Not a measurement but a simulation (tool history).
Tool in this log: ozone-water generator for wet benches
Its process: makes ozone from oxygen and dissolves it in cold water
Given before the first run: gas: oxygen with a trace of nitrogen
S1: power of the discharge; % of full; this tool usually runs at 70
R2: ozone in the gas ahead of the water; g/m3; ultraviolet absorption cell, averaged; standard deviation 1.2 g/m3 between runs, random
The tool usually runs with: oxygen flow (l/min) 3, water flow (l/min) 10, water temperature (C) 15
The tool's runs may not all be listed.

Run 1, day 0: usual settings. Result: dissolved ozone (ppm) 21.7, R2 200 g/m3.
Run 2, day 1.212: usual settings but oxygen flow (l/min) 2.7. Result: dissolved ozone (ppm) 21.2, R2 209 g/m3.
Run 3, day 2.25: usual settings but oxygen flow (l/min) 2.7. Result: dissolved ozone (ppm) 21, R2 208.4 g/m3.
Run 4, day 4.175: usual settings but oxygen flow (l/min) 2.7. Result: dissolved ozone (ppm) 21, R2 208.4 g/m3.
Run 5, day 6.317: usual settings. Result: dissolved ozone (ppm) 21.3, R2 199 g/m3.
Run 6, day 7.338: usual settings. Result: dissolved ozone (ppm) 21.2, R2 199.4 g/m3.
Run 7, day 9.492: usual settings but S1 88 % of full. Result: dissolved ozone (ppm) 25.1, R2 234.2 g/m3.
Run 8, day 10.921: usual settings but S1 46 % of full, water flow (l/min) 7. Result: dissolved ozone (ppm) 20, R2 144.9 g/m3.
Run 9, day 12.192: usual settings but S1 84 % of full, water flow (l/min) 7, water temperature (C) 10. Result: dissolved ozone (ppm) 34, R2 228.3 g/m3.
Run 10, day 13.954: usual settings but S1 84 % of full, water flow (l/min) 7, water temperature (C) 10. Result: dissolved ozone (ppm) 33.9, R2 228.6 g/m3.
Run 11, day 16.396: usual settings but water flow (l/min) 14. Result: dissolved ozone (ppm) 16, R2 199.6 g/m3.
Run 12, day 18.104: usual settings but water flow (l/min) 14. Result: dissolved ozone (ppm) 16.1, R2 198.5 g/m3.
Run 13, day 19.342: usual settings but water flow (l/min) 14. Result: dissolved ozone (ppm) 15.9, R2 200 g/m3.

Hidden state or all else? Some run-to-run changes of dissolved ozone (ppm), split into what the settings, what came in and random variation would give without the hidden state, and what is left for the hidden state (with any gauge scatter that isn't in both results):
The tool's hidden condition here consists of: yield of the discharge, % of new electrodes'; contactor's efficiency, % of a clean one's; true water temperature over the reading, C; drift of the gauge itself on ozone_ppm, %; drift of the gauge itself on gas_g_m3, %.
Run 8 -> 9: S1 46 -> 84, water temperature (C) 15 -> 10. dissolved ozone (ppm) +14: hidden state -2.8, all else +16.8.
Run 10 -> 11: S1 84 -> 70, water flow (l/min) 7 -> 14, water temperature (C) 10 -> 15. dissolved ozone (ppm) -17.9: hidden state +2.6, all else -20.5.

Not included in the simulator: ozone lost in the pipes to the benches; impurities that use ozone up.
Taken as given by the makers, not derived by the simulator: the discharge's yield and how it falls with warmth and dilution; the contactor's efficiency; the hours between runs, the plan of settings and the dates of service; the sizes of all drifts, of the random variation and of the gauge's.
